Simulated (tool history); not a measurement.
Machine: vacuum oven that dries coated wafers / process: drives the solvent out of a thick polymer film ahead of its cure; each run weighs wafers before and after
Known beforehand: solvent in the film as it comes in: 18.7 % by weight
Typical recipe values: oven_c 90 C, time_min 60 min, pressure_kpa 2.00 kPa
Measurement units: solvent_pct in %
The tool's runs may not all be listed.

Run 1, day 0.000: usual settings. Result: solvent_pct 3.61 %.
Run 2, day 0.308: usual settings. Result: solvent_pct 3.69 %.
Run 3, day 0.592: usual settings. Result: solvent_pct 3.64 %.
Run 4, day 1.188: usual settings. Result: solvent_pct 3.81 %.
Run 5, day 1.692: usual settings. Result: solvent_pct 3.71 %.
Run 6, day 2.129: usual settings. Result: solvent_pct 3.79 %.
Run 7, day 2.683: usual settings. Result: solvent_pct 3.87 %.
Run 8, day 3.225: usual settings. Result: solvent_pct 3.67 %.
Run 9, day 3.783: usual settings. Result: solvent_pct 3.70 %.
Run 10, day 4.142: usual settings. Result: solvent_pct 3.69 %.
Run 11, day 4.592: usual settings. Result: solvent_pct 3.67 %.
Run 12, day 5.188: usual settings. Result: solvent_pct 3.81 %.
Run 13, day 5.721: usual settings. Result: solvent_pct 3.74 %.
Run 14, day 6.133: usual settings. Result: solvent_pct 3.75 %.
Run 15, day 6.550: usual settings. Result: solvent_pct 3.78 %.
Run 16, day 7.004: usual settings but oven_c 77 C. Result: solvent_pct 8.62 %.
Run 17, day 7.379: usual settings but oven_c 77 C. Result: solvent_pct 8.53 %.
Run 18, day 7.917: usual settings but pressure_kpa 1.48 kPa. Result: solvent_pct 3.43 %.
Run 19, day 8.362: usual settings but pressure_kpa 1.48 kPa. Result: solvent_pct 3.40 %.
Run 20, day 8.650: usual settings but pressure_kpa 1.48 kPa. Result: solvent_pct 3.50 %.
Run 21, day 9.046: usual settings but pressure_kpa 1.48 kPa. Result: solvent_pct 3.40 %.
Run 22, day 9.358: usual settings but oven_c 97 C, pressure_kpa 1.48 kPa. Result: solvent_pct 1.74 %.
Run 23, day 9.929: usual settings but oven_c 97 C, pressure_kpa 1.48 kPa. Result: solvent_pct 1.73 %.
Run 24, day 10.329: usual settings but oven_c 97 C, pressure_kpa 1.48 kPa. Result: solvent_pct 1.71 %.
Run 25, day 10.771: usual settings but oven_c 97 C, pressure_kpa 1.48 kPa. Result: solvent_pct 1.79 %.
Run 26, day 11.325: usual settings but oven_c 95 C. Result: solvent_pct 2.48 %.
Run 27, day 11.679: usual settings but oven_c 95 C. Result: solvent_pct 2.39 %.
Run 28, day 12.142: usual settings but time_min 91 min. Result: solvent_pct 2.34 %.
Run 29, day 12.558: usual settings but time_min 48 min. Result: solvent_pct 4.83 %.
Run 30, day 13.067: usual settings but oven_c 87 C, time_min 102 min, pressure_kpa 5.68 kPa. Result: solvent_pct 5.47 %.
Run 31, day 13.429: usual settings but oven_c 105 C, time_min 104 min, pressure_kpa 3.95 kPa. Result: solvent_pct 1.63 %.
Run 32, day 13.912: usual settings but oven_c 81 C, time_min 104 min, pressure_kpa 1.32 kPa. Result: solvent_pct 3.78 %.
Run 33, day 14.296: usual settings but oven_c 81 C, time_min 45 min, pressure_kpa 7.15 kPa. Result: solvent_pct 11.21 %.
Run 34, day 14.929: usual settings but oven_c 81 C, time_min 34 min, pressure_kpa 7.15 kPa. Result: solvent_pct 12.48 %.
Run 35, day 15.438: usual settings but oven_c 76 C, time_min 99 min, pressure_kpa 1.33 kPa. Result: solvent_pct 5.96 %.
Run 36, day 15.712: usual settings but oven_c 83 C, time_min 43 min, pressure_kpa 3.26 kPa. Result: solvent_pct 8.62 %.
Run 37, day 16.342: usual settings but oven_c 83 C, time_min 43 min, pressure_kpa 3.26 kPa. Result: solvent_pct 8.65 %.
Run 38, day 16.700: usual settings but oven_c 97 C, time_min 33 min, pressure_kpa 6.15 kPa. Result: solvent_pct 6.19 %.
Run 39, day 17.179: usual settings but time_min 105 min, pressure_kpa 1.81 kPa. Result: solvent_pct 1.84 %.
Run 40, day 17.533: usual settings but time_min 105 min, pressure_kpa 1.81 kPa. Result: solvent_pct 1.91 %.
Run 41, day 17.900: usual settings but time_min 105 min, pressure_kpa 1.81 kPa. Result: solvent_pct 1.93 %.
Run 42, day 18.221: usual settings but time_min 52 min, pressure_kpa 5.49 kPa. Result: solvent_pct 6.50 %.
Run 43, day 18.588: usual settings but oven_c 105 C, time_min 58 min, pressure_kpa 3.79 kPa. Result: solvent_pct 1.76 %.
Run 44, day 19.192: usual settings but oven_c 105 C, time_min 58 min, pressure_kpa 3.79 kPa. Result: solvent_pct 1.76 %.
Run 45, day 19.467: usual settings but oven_c 105 C, time_min 68 min, pressure_kpa 2.10 kPa. Result: solvent_pct 0.94 %.
Run 46, day 19.908: usual settings but oven_c 105 C, time_min 43 min, pressure_kpa 7.10 kPa. Result: solvent_pct 3.39 %.
Run 47, day 20.312: usual settings but oven_c 105 C, time_min 43 min, pressure_kpa 7.10 kPa. Result: solvent_pct 3.51 %.

A few steps of solvent_pct between consecutive runs. Split each: what settings, incoming material and random variation would produce without the hidden state, and what is left over for the hidden state, along with gauge scatter present in only one of the two compared results (measured, and without hidden state):
Unlogged tool condition in this case: true wafer temperature over the reading, C; true pressure over the reading, kPa; drift of the gauge itself on solvent_pct, %.
Run 17 -> 18: oven_c 77 -> 90, pressure_kpa 2.00 -> 1.48. solvent_pct -5.10 %: hidden state +0.01, all else -5.11.
Run 31 -> 32: oven_c 105 -> 81, pressure_kpa 3.95 -> 1.32. solvent_pct +2.15 %: hidden state +0.04, all else +2.11.
Run 32 -> 33: time_min 104 -> 45, pressure_kpa 1.32 -> 7.15. solvent_pct +7.43 %: hidden state -0.01, all else +7.44.
Run 34 -> 35: oven_c 81 -> 76, time_min 34 -> 99, pressure_kpa 7.15 -> 1.33. solvent_pct -6.52 %: hidden state +0.03, all else -6.55.
Run 42 -> 43: oven_c 90 -> 105, time_min 52 -> 58, pressure_kpa 5.49 -> 3.79. solvent_pct -4.74 %: hidden state -0.06, all else -4.68.
